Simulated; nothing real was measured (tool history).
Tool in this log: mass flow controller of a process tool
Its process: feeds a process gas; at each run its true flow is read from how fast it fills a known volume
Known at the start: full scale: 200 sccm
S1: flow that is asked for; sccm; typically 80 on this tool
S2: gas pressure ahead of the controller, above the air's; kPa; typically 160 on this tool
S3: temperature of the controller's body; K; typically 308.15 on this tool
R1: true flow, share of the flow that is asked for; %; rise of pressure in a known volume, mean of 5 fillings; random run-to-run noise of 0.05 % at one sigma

| run | hour | S1 | S2 | S3 | R1 |
|---|---|---|---|---|---|
| 1 | 0 | 80 | 160 | 308.15 | 99.67 |
| 2 | 482.3 | 138 | 160 | 308.15 | 100.47 |
| 3 | 962.3 | 80 | 160 | 308.15 | 99.59 |
| 4 | 1335.2 | 80 | 160 | 308.15 | 99.62 |
| 5 | 1902.5 | 80 | 160 | 308.15 | 99.5 |
| 6 | 2179.8 | 80 | 160 | 294.15 | 97.97 |
| 7 | 2723 | 80 | 160 | 309.15 | 99.6 |
| 8 | 3306.7 | 80 | 160 | 309.15 | 99.56 |
| 9 | 3573.2 | 80 | 160 | 309.15 | 99.52 |
| 10 | 3923.9 | 80 | 160 | 308.15 | 99.47 |
| 11 | 4410.1 | 80 | 160 | 308.15 | 99.35 |
| 12 | 4823.1 | 80 | 169 | 308.15 | 99.29 |
| 13 | 5178.8 | 152 | 160 | 308.15 | 100.29 |
| 14 | 5543.1 | 152 | 160 | 308.15 | 100.21 |
| 15 | 5974.9 | 80 | 160 | 301.15 | 98.5 |
| 16 | 6557 | 80 | 160 | 301.15 | 98.59 |
| 17 | 7110.3 | 34 | 160 | 301.15 | 97.94 |
| 18 | 7608.7 | 80 | 160 | 308.15 | 99.19 |
| 19 | 7858.2 | 50 | 160 | 308.15 | 98.88 |
| 20 | 8142.8 | 80 | 160 | 308.15 | 99.19 |
| 21 | 8677.9 | 184 | 160 | 304.15 | 100.14 |
| 22 | 9256.1 | 24 | 160 | 308.15 | 98.45 |
| 23 | 9625.5 | 87 | 146 | 308.15 | 99.21 |
| 24 | 10005.6 | 80 | 183 | 308.15 | 98.93 |
| 25 | 10548.9 | 80 | 183 | 308.15 | 99.02 |
| 26 | 10948.5 | 60 | 280 | 304.15 | 98.02 |
| 27 | 11342.2 | 60 | 280 | 304.15 | 97.97 |
| 28 | 11754.1 | 30 | 147 | 308.15 | 98.34 |
|  | 11969.8 | gauge calibrated |
| 29 | 12013.8 | 79 | 160 | 306.15 | 99.37 |
| 30 | 12424.1 | 79 | 160 | 306.15 | 99.36 |
| 31 | 12709.2 | 80 | 154 | 302.15 | 98.87 |
| 32 | 12953.8 | 42 | 250 | 302.15 | 98.19 |
| 33 | 13309.3 | 42 | 250 | 302.15 | 98.21 |
| 34 | 13900.2 | 42 | 168 | 299.15 | 98.01 |
| 35 | 14461.2 | 42 | 168 | 299.15 | 98.06 |
| 36 | 14707 | 65 | 227 | 299.15 | 98.11 |
| 37 | 14994.7 | 33 | 250 | 307.15 | 98.54 |
| 38 | 15329.9 | 33 | 250 | 307.15 | 98.58 |
|  | 15797.3 | controller exchanged for a calibrated one |
| 39 | 15804.6 | 80 | 263 | 304.15 | 98.78 |
| 40 | 16320.4 | 80 | 263 | 304.15 | 98.6 |

Each row is a separate what-if for the run after 40, all from the same tool condition, not one after another. Results?
| A | 16891.4 | 63 | 160 | 308.15 | ? |
| B | 16891.4 | 80 | 217 | 308.15 | ? |
| C | 16891.4 | 145 | 238 | 308.15 | ? |

| run | R1 |
|---|---|
| A | 99.16 |
| B | 99.23 |
| C | 99.98 |
Stripped of hidden state, with their random variation kept, the same runs would have yielded:
| run | R1 |
|---|---|
| A | 99.43 |
| B | 99.51 |
| C | 100.26 |
